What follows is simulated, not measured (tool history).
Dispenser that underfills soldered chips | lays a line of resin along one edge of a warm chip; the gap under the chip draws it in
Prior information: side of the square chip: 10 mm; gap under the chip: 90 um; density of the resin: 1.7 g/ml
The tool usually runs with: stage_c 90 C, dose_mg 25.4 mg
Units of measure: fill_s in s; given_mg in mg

run   hour  stage_c  dose_mg  fill_s  given_mg
  1      0       90     25.4   105.9      24.7
  2    7.1       90     25.4   177.5     24.64
       8.6  -- new syringe of resin
  3   15.3       90     25.4   140.7     24.51
      19.6  -- new syringe of resin
  4   25.1       90     25.4   128.9     24.39
      30.7  -- new syringe of resin
  5   33.6       90     25.4   108.7      24.1
  6   39.2       90     25.4   157.8     24.18
      41.8  -- new syringe of resin
  7   46.5       90     25.4   125.8     24.23
      52.8  -- new syringe of resin
  8   55.3       90     30.6     101     29.14
      62.2  -- dispensing valve cleaned and set on the balance
      64.8  -- new syringe of resin
  9   68.6       90     30.6   110.9     30.66
      75.5  -- new syringe of resin
 10   81.8       90     30.6   134.5     30.23
      86.5  -- new syringe of resin
 11     94       90     30.6   146.1     30.29
      97.3  -- new syringe of resin
 12  106.1       83     25.4   221.2     24.95
     108.7  -- new syringe of resin
 13  118.3       90     25.4   172.5     24.87
     119.6  -- new syringe of resin
     131.2  -- new syringe of resin
 14  131.2       97     28.5    65.9     27.77
     142.3  -- new syringe of resin
 15  144.5       85     27.8   124.7     27.18
     153.6  -- new syringe of resin
 16  154.1       95     29.6    70.5     28.54
 17  159.6       98     24.8    93.3     23.86
     164.4  -- new syringe of resin
 18  170.2       80     24.6     203     23.84
     175.3  -- new syringe of resin
 19  180.3       83     31.5   161.5     30.03
     186.3  -- new syringe of resin
 20  191.5      104     23.9    67.3     22.89
     195.3  -- dispensing valve cleaned and set on the balance
     198.5  -- new syringe of resin
 21  199.2       81     25.4   131.8     25.38
     209.7  -- new syringe of resin
 22  211.7       81     25.4   145.5     25.19
     221.1  -- new syringe of resin
 23  222.6       87     32.2   104.9     31.86
     232.1  -- new syringe of resin
 24  233.3       87     32.2   103.6     31.81
     242.7  -- new syringe of resin
 25    246       87     32.2     120      31.7

Alternative continuations, all from the tool just after run 25; predict every row:
     253.4  -- new syringe of resin
  A  258.3       98     30.7       ?         ?
     253.4  -- new syringe of resin
  B  258.3       89     23.7       ?         ?
     253.4  -- new syringe of resin
  C  258.3       89     32.2       ?         ?

run  fill_s  given_mg
  A    81.8     29.93
  B   124.9     23.06
  C   121.9     31.55
What these runs would have given with no unlogged condition in the tool:
run  fill_s  given_mg
  A    62.1     30.63
  B    94.7     23.59
  C    92.8     32.28
